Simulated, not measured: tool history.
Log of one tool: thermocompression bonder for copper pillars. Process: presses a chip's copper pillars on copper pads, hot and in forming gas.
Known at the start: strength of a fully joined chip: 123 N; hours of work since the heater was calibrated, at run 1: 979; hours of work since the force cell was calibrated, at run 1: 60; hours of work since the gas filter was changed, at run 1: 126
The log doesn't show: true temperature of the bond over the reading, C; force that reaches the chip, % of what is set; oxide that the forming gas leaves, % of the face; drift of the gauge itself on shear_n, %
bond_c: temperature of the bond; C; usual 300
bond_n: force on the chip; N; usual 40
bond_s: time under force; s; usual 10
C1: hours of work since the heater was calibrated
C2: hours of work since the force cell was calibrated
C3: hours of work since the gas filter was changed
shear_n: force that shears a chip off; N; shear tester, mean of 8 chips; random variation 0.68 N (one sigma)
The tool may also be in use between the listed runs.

{"run": 1, "hour": 0.0, "bond_c": 300, "bond_n": 40, "bond_s": 10, "C1": 979, "C2": 60, "C3": 126, "shear_n": 46.7}
{"run": 2, "hour": 64.1, "bond_c": 300, "bond_n": 36, "bond_s": 10, "C1": 1027, "C2": 108, "C3": 173, "shear_n": 41.6}
{"run": 3, "hour": 94.8, "bond_c": 300, "bond_n": 36, "bond_s": 10, "C1": 1049, "C2": 130, "C3": 196, "shear_n": 41.1}
{"run": 4, "hour": 144.8, "bond_c": 300, "bond_n": 40, "bond_s": 7, "C1": 1086, "C2": 167, "C3": 233, "shear_n": 40.8}
{"run": 5, "hour": 181.1, "bond_c": 300, "bond_n": 40, "bond_s": 7, "C1": 1113, "C2": 194, "C3": 260, "shear_n": 39.2}
{"hour": 208.1, "done": "heater calibrated with a thermocouple chip"}
{"run": 6, "hour": 223.1, "bond_c": 300, "bond_n": 40, "bond_s": 7, "C1": 11, "C2": 223, "C3": 289, "shear_n": 39.7}
{"run": 7, "hour": 253.2, "bond_c": 300, "bond_n": 40, "bond_s": 7, "C1": 33, "C2": 246, "C3": 311, "shear_n": 40.3}
{"run": 8, "hour": 318.5, "bond_c": 322, "bond_n": 40, "bond_s": 10, "C1": 82, "C2": 294, "C3": 360, "shear_n": 58.1}
{"run": 9, "hour": 369.5, "bond_c": 322, "bond_n": 40, "bond_s": 10, "C1": 119, "C2": 332, "C3": 397, "shear_n": 58.8}
{"run": 10, "hour": 428.9, "bond_c": 322, "bond_n": 40, "bond_s": 10, "C1": 163, "C2": 376, "C3": 441, "shear_n": 59.4}
{"hour": 481.5, "done": "forming gas filter changed"}
{"run": 11, "hour": 484.8, "bond_c": 324, "bond_n": 40, "bond_s": 20, "C1": 204, "C2": 416, "C3": 2, "shear_n": 75.8}
{"run": 12, "hour": 550.1, "bond_c": 296, "bond_n": 31, "bond_s": 14, "C1": 252, "C2": 465, "C3": 51, "shear_n": 36.9}
{"run": 13, "hour": 613.6, "bond_c": 289, "bond_n": 36, "bond_s": 6, "C1": 299, "C2": 512, "C3": 98, "shear_n": 28.8}
{"run": 14, "hour": 649.7, "bond_c": 300, "bond_n": 40, "bond_s": 16, "C1": 326, "C2": 538, "C3": 124, "shear_n": 53.7}
{"run": 15, "hour": 705.2, "bond_c": 324, "bond_n": 40, "bond_s": 16, "C1": 367, "C2": 579, "C3": 165, "shear_n": 71.1}
{"run": 16, "hour": 767.1, "bond_c": 310, "bond_n": 34, "bond_s": 10, "C1": 413, "C2": 625, "C3": 211, "shear_n": 42.9}
{"run": 17, "hour": 833.6, "bond_c": 283, "bond_n": 55, "bond_s": 18, "C1": 462, "C2": 674, "C3": 260, "shear_n": 66.6}

Hidden state at the last listed run before each entry between runs and at the first one after, where it differs:
Between runs 5 and 6: heater calibrated with a thermocouple chip (hour 208.1)
  true temperature of the bond over the reading, C: -0.6 -> 0; oxide that the forming gas leaves, % of the face: 0.79 -> 0.82
Between runs 10 and 11: forming gas filter changed (hour 481.5)
  oxide that the forming gas leaves, % of the face: 0.99 -> 0.51

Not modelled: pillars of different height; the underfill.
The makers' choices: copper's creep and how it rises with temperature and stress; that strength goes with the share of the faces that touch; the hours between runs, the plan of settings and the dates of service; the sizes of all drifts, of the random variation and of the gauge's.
